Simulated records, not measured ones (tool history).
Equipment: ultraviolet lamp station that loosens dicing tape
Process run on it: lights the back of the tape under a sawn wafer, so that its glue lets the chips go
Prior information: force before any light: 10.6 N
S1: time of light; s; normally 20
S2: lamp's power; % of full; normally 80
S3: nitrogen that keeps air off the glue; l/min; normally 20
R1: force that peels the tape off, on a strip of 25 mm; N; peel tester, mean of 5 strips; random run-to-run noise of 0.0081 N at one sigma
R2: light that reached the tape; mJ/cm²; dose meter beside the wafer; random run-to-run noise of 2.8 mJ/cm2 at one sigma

| run | hour | S1 | S2 | S3 | R1 | R2 |
|---|---|---|---|---|---|---|
| 1 | 0 | 20 | 80 | 20 | 0.33 | 390 |
| 2 | 7.9 | 20 | 80 | 20 | 0.324 | 388 |
| 3 | 17.1 | 20 | 80 | 20 | 0.327 | 395 |
| 4 | 25.5 | 20 | 80 | 20 | 0.323 | 390 |
| 5 | 34.7 | 18 | 80 | 20 | 0.414 | 350 |
| 6 | 49.9 | 18 | 80 | 30 | 0.348 | 348 |
| 7 | 60.6 | 18 | 80 | 30 | 0.347 | 353 |
| 8 | 74.8 | 20 | 80 | 20 | 0.31 | 393 |
| 9 | 85.1 | 20 | 80 | 20 | 0.318 | 390 |
| 10 | 98.8 | 20 | 80 | 20 | 0.311 | 390 |
| 11 | 108.4 | 20 | 66 | 20 | 0.53 | 324 |
| 12 | 120.8 | 18 | 80 | 20 | 0.411 | 351 |
| 13 | 132.1 | 18 | 80 | 20 | 0.418 | 355 |
| 14 | 143.4 | 30 | 80 | 20 | 0.139 | 583 |
| 15 | 155.6 | 30 | 80 | 20 | 0.141 | 584 |
| 16 | 163.2 | 30 | 86 | 30 | 0.134 | 631 |
| 17 | 176 | 17 | 80 | 8 | 0.864 | 332 |
| 18 | 184.3 | 11 | 80 | 30 | 1.148 | 217 |
| 19 | 194.7 | 11 | 69 | 7 | 2.679 | 188 |
| 20 | 203 | 28 | 69 | 7 | 0.388 | 473 |
| 21 | 211.7 | 32 | 74 | 6 | 0.256 | 585 |
| 22 | 226 | 17 | 72 | 29 | 0.54 | 298 |
| 23 | 234.1 | 20 | 62 | 26 | 0.53 | 304 |

The next listed run, before its measurement:
| 24 | 241 | 20 | 62 | 26 | ? | ? |

{"run 24": {"R1": 0.547, "R2": 306}}
Without the tool's hidden state the same run would have given R1 0.545 N, R2 306 mJ/cm².

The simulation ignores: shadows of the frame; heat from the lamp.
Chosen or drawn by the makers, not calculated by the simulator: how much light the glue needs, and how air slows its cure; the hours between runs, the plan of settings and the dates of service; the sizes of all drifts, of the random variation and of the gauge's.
